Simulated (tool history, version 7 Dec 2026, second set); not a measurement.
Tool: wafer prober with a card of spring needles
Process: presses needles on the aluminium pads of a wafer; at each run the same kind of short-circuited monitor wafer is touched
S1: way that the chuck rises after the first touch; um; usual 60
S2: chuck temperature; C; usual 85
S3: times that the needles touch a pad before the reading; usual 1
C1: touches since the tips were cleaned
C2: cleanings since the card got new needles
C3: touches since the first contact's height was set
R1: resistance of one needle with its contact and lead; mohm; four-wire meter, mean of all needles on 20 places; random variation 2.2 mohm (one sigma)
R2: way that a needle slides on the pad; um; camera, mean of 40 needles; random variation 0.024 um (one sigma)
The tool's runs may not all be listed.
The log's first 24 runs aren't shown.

run   hour  S1  S2  S3    C1  C2      C3   R1     R2
     359.2  -- tips cleaned on abrasive film
 25  375.6  61  85   1  6924  26   94628  332  16.12
     379.3  -- tips cleaned on abrasive film
 26  389.5  60  85   2  4265  27  100412  298  15.85
     399.1  -- tips cleaned on abrasive film
 27  404.8  60  85   2  2388  28  106832  286  15.85
 28  416.6  60  85   2  7361  28  111805  300  15.83
     418.6  -- tips cleaned on abrasive film
 29  430.5  60  85   2  5046  29  117641  294  15.84
     438.2  -- tips cleaned on abrasive film
 30    441  47  40   2  1204  30  122034  298  12.34
 31  451.5  47  40   2  5620  30  126450  334  12.37
     458.4  -- tips cleaned on abrasive film
 32  470.5  63  26   1  5096  31  134398  315  16.57
     478.7  -- tips cleaned on abrasive film
       479  -- height of the first contact set anew
 33  483.2  71  85   1  1737  32    1737  289  18.99

Forecast each of these 3 alternatives for the next run:
  A  494.7  44   85   1  6607  32  6607   ?   ?
  B  494.7  65  123   2  6607  32  6607   ?   ?
  C  494.7  74   85   2  6607  32  6607   ?   ?

run   R1     R2
  A  417  11.71
  B  295  17.28
  C  272  19.73
Without the tool's hidden state the same runs would have given:
run   R1     R2
  A  254  11.71
  B  251  17.28
  C  235  19.73

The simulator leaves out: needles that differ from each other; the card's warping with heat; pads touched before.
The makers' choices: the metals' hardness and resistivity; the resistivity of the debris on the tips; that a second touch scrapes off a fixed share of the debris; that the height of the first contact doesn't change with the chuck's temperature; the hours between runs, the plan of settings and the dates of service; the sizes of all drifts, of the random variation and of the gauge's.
